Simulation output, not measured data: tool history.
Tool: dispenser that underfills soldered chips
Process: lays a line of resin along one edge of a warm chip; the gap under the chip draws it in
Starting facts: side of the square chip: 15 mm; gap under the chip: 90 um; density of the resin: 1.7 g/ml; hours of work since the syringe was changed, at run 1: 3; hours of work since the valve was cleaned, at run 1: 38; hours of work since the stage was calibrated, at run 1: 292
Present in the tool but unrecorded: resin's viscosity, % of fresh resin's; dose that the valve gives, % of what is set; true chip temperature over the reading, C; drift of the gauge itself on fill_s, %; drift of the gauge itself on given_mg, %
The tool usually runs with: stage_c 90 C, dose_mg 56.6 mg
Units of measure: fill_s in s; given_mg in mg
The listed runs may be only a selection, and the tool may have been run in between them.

run	day	stage_c	dose_mg	hours of work since the syringe was changed	hours of work since the valve was cleaned	hours of work since the stage was calibrated	fill_s	given_mg
1	0.000	90	56.6	3	38	292	146.7	54.54
# day 0.575: new syringe of resin
2	0.654	90	55.2	1	48	302	133.2	52.65
3	1.125	90	55.2	8	55	309	239.0	52.42
# day 1.212: dispensing valve cleaned and set on the balance
# day 1.354: new syringe of resin
4	1.712	90	55.2	5	7	317	182.9	54.97
5	2.012	90	55.2	10	12	321	269.2	54.90
# day 2.125: new syringe of resin
6	2.442	90	55.2	5	18	328	175.2	54.68
# day 2.854: new syringe of resin
7	2.854	90	56.6	0	24	334	117.0	55.88
8	3.146	90	56.6	4	29	338	173.2	55.17
9	3.467	98	56.6	9	34	343	196.3	55.13
# day 3.612: new syringe of resin
10	4.108	90	56.6	8	43	353	223.8	54.63
# day 4.338: new syringe of resin
11	4.508	90	56.6	3	49	359	146.4	54.22
# day 4.971: dispensing valve cleaned and set on the balance
# day 5.112: new syringe of resin
12	5.229	90	60.6	2	4	369	133.6	59.99
13	5.675	90	60.6	8	10	375	230.1	60.60
# day 5.867: new syringe of resin
14	6.350	90	60.6	7	21	385	211.6	59.25
# day 6.633: new syringe of resin
15	6.729	90	60.6	1	26	391	131.5	59.05
16	7.004	82	56.6	6	30	395	250.1	55.01
# day 7.358: new syringe of resin
17	7.608	82	56.6	4	39	404	208.4	54.43
18	7.883	82	56.6	8	43	408	292.6	54.12
# day 8.108: new syringe of resin
19	8.275	99	70.2	3	49	414	107.3	66.78
# day 8.738: dispensing valve cleaned and set on the balance
20	8.767	96	70.0	9	0	421	204.5	70.59
# day 8.883: new syringe of resin
21	9.083	83	49.9	3	5	426	191.2	49.67
22	9.517	83	49.9	10	12	432	324.1	49.44
# day 9.617: new syringe of resin
23	10.092	83	49.9	7	20	441	267.9	49.41
# day 10.362: new syringe of resin
24	10.479	88	64.4	2	26	446	142.6	62.66
25	10.862	90	71.2	8	32	452	215.3	69.73
# day 11.117: new syringe of resin
26	11.258	90	66.1	2	38	458	136.2	64.01
27	11.788	102	53.1	10	46	466	183.9	50.93
# day 11.858: new syringe of resin
28	12.288	100	51.4	7	53	474	144.4	49.01
# day 12.488: dispensing valve cleaned and set on the balance
# day 12.629: new syringe of resin
29	12.800	105	52.1	3	5	480	91.9	52.01
30	13.271	105	52.1	10	12	488	161.9	51.26
# day 13.367: new syringe of resin
31	13.721	95	53.6	5	18	494	157.0	52.69
# day 14.096: new syringe of resin
32	14.108	98	61.5	0	24	500	90.2	60.05
33	14.421	102	68.8	5	29	505	118.1	67.08
# day 14.842: new syringe of resin
34	14.879	90	49.2	1	36	511	121.1	47.84
35	15.250	102	49.7	6	41	517	129.8	47.86
# day 15.588: new syringe of resin
36	15.625	102	49.7	1	47	523	82.7	47.79

What differs in the tool's unlogged condition from the final listed run ahead of each entry between runs to the first listed run following it?
Run 1 -> run 2: new syringe of resin (day 0.575)
  resin's viscosity, % of fresh resin's: 125.1 -> 110.9; dose that the valve gives, % of what is set: 96.52 -> 95.65; true chip temperature over the reading, C: 0.82 -> 0.85
  difference, measured minus the result without the unlogged condition, fill_s: +26.7 -> +10.3 s; given_mg: -1.96 -> -2.39 mg
Run 3 -> run 4: dispensing valve cleaned and set on the balance (day 1.212); new syringe of resin (day 1.354)
  resin's viscosity, % of fresh resin's: 202.1 -> 157.1; dose that the valve gives, % of what is set: 95.02 -> 99.66; true chip temperature over the reading, C: 0.88 -> 0.9
  difference, measured minus the result without the unlogged condition, fill_s: +118.0 -> +63.1 s; given_mg: -2.74 -> -0.19 mg
Run 5 -> run 6: new syringe of resin (day 2.125)
  resin's viscosity, % of fresh resin's: 228.7 -> 149.2; dose that the valve gives, % of what is set: 99.25 -> 98.66; true chip temperature over the reading, C: 0.92 -> 0.94
  difference, measured minus the result without the unlogged condition, fill_s: +148.1 -> +54.4 s; given_mg: -0.42 -> -0.75 mg
Run 6 -> run 7: new syringe of resin (day 2.854)
  resin's viscosity, % of fresh resin's: 149.2 -> 100.2; dose that the valve gives, % of what is set: 98.66 -> 98.1; true chip temperature over the reading, C: 0.94 -> 0.96
  difference, measured minus the result without the unlogged condition, fill_s: +54.4 -> -3.3 s; given_mg: -0.75 -> -1.08 mg
Run 9 -> run 10: new syringe of resin (day 3.612)
  resin's viscosity, % of fresh resin's: 217.9 -> 189.1; dose that the valve gives, % of what is set: 97.33 -> 96.48; true chip temperature over the reading, C: 0.99 -> 1.03
  difference, measured minus the result without the unlogged condition, fill_s: +103.5 -> +101.7 s; given_mg: -1.51 -> -1.99 mg
Run 10 -> run 11: new syringe of resin (day 4.338)
  resin's viscosity, % of fresh resin's: 189.1 -> 126.1; dose that the valve gives, % of what is set: 96.48 -> 95.92; true chip temperature over the reading, C: 1.03 -> 1.05
  difference, measured minus the result without the unlogged condition, fill_s: +101.7 -> +26.8 s; given_mg: -1.99 -> -2.31 mg
Run 11 -> run 12: dispensing valve cleaned and set on the balance (day 4.971); new syringe of resin (day 5.112)
  resin's viscosity, % of fresh resin's: 126.1 -> 115.7; dose that the valve gives, % of what is set: 95.92 -> 99.62; true chip temperature over the reading, C: 1.05 -> 1.08
  difference, measured minus the result without the unlogged condition, fill_s: +26.8 -> +13.9 s; given_mg: -2.31 -> -0.23 mg
Run 13 -> run 14: new syringe of resin (day 5.867)
  resin's viscosity, % of fresh resin's: 202.6 -> 184.3; dose that the valve gives, % of what is set: 99.03 -> 98.11; true chip temperature over the reading, C: 1.1 -> 1.13
  difference, measured minus the result without the unlogged condition, fill_s: +112.3 -> +92.3 s; given_mg: -0.59 -> -1.14 mg
Run 14 -> run 15: new syringe of resin (day 6.633)
  resin's viscosity, % of fresh resin's: 184.3 -> 114.1; dose that the valve gives, % of what is set: 98.11 -> 97.61; true chip temperature over the reading, C: 1.13 -> 1.15
  difference, measured minus the result without the unlogged condition, fill_s: +92.3 -> +12.0 s; given_mg: -1.14 -> -1.45 mg
Run 16 -> run 17: new syringe of resin (day 7.358)
  resin's viscosity, % of fresh resin's: 162 -> 135.7; dose that the valve gives, % of what is set: 97.21 -> 96.34; true chip temperature over the reading, C: 1.17 -> 1.2
  difference, measured minus the result without the unlogged condition, fill_s: +89.8 -> +49.0 s; given_mg: -1.58 -> -2.07 mg
Run 18 -> run 19: new syringe of resin (day 8.108)
  resin's viscosity, % of fresh resin's: 192.1 -> 123.3; dose that the valve gives, % of what is set: 95.96 -> 95.41; true chip temperature over the reading, C: 1.21 -> 1.23
  difference, measured minus the result without the unlogged condition, fill_s: +134.4 -> +16.9 s; given_mg: -2.27 -> -3.21 mg
Run 19 -> run 20: dispensing valve cleaned and set on the balance (day 8.738)
  resin's viscosity, % of fresh resin's: 123.3 -> 218.6; dose that the valve gives, % of what is set: 95.41 -> 100.12; true chip temperature over the reading, C: 1.23 -> 1.25
  difference, measured minus the result without the unlogged condition, fill_s: +16.9 -> +106.9 s; given_mg: -3.21 -> +0.09 mg
Run 20 -> run 21: new syringe of resin (day 8.883)
  resin's viscosity, % of fresh resin's: 218.6 -> 127.5; dose that the valve gives, % of what is set: 100.12 -> 99.71; true chip temperature over the reading, C: 1.25 -> 1.27
  difference, measured minus the result without the unlogged condition, fill_s: +106.9 -> +34.6 s; given_mg: +0.09 -> -0.15 mg
Run 22 -> run 23: new syringe of resin (day 9.617)
  resin's viscosity, % of fresh resin's: 219.7 -> 179.9; dose that the valve gives, % of what is set: 99.09 -> 98.39; true chip temperature over the reading, C: 1.29 -> 1.31
  difference, measured minus the result without the unlogged condition, fill_s: +170.2 -> +112.5 s; given_mg: -0.46 -> -0.81 mg
Run 23 -> run 24: new syringe of resin (day 10.362)
  resin's viscosity, % of fresh resin's: 179.9 -> 116; dose that the valve gives, % of what is set: 98.39 -> 97.88; true chip temperature over the reading, C: 1.31 -> 1.33
  difference, measured minus the result without the unlogged condition, fill_s: +112.5 -> +14.2 s; given_mg: -0.81 -> -1.36 mg
Run 25 -> run 26: new syringe of resin (day 11.117)
  resin's viscosity, % of fresh resin's: 188.4 -> 119.3; dose that the valve gives, % of what is set: 97.38 -> 96.94; true chip temperature over the reading, C: 1.35 -> 1.37
  difference, measured minus the result without the unlogged condition, fill_s: +95.7 -> +17.0 s; given_mg: -1.87 -> -2.02 mg
Run 27 -> run 28: new syringe of resin (day 11.858)
  resin's viscosity, % of fresh resin's: 232.4 -> 168.9; dose that the valve gives, % of what is set: 96.28 -> 95.53; true chip temperature over the reading, C: 1.4 -> 1.42
  difference, measured minus the result without the unlogged condition, fill_s: +101.6 -> +55.8 s; given_mg: -1.96 -> -2.29 mg
Run 28 -> run 29: dispensing valve cleaned and set on the balance (day 12.488); new syringe of resin (day 12.629)
  resin's viscosity, % of fresh resin's: 168.9 -> 125; dose that the valve gives, % of what is set: 95.53 -> 99.5; true chip temperature over the reading, C: 1.42 -> 1.44
  difference, measured minus the result without the unlogged condition, fill_s: +55.8 -> +15.1 s; given_mg: -2.29 -> -0.26 mg
Run 30 -> run 31: new syringe of resin (day 13.367)
  resin's viscosity, % of fresh resin's: 226.2 -> 157.8; dose that the valve gives, % of what is set: 98.86 -> 98.26; true chip temperature over the reading, C: 1.47 -> 1.49
  difference, measured minus the result without the unlogged condition, fill_s: +87.4 -> +52.8 s; given_mg: -0.59 -> -0.93 mg
Run 31 -> run 32: new syringe of resin (day 14.096)
  resin's viscosity, % of fresh resin's: 157.8 -> 101.2; dose that the valve gives, % of what is set: 98.26 -> 97.76; true chip temperature over the reading, C: 1.49 -> 1.51
  difference, measured minus the result without the unlogged condition, fill_s: +52.8 -> -3.2 s; given_mg: -0.93 -> -1.37 mg
Run 33 -> run 34: new syringe of resin (day 14.842)
  resin's viscosity, % of fresh resin's: 150.2 -> 103.7; dose that the valve gives, % of what is set: 97.39 -> 96.79; true chip temperature over the reading, C: 1.52 -> 1.54
  difference, measured minus the result without the unlogged condition, fill_s: +35.6 -> -1.0 s; given_mg: -1.81 -> -1.58 mg
Run 35 -> run 36: new syringe of resin (day 15.588)
  resin's viscosity, % of fresh resin's: 165.7 -> 104.3; dose that the valve gives, % of what is set: 96.23 -> 95.72; true chip temperature over the reading, C: 1.56 -> 1.58
  difference, measured minus the result without the unlogged condition, fill_s: +48.3 -> +0.2 s; given_mg: -1.88 -> -2.13 mg
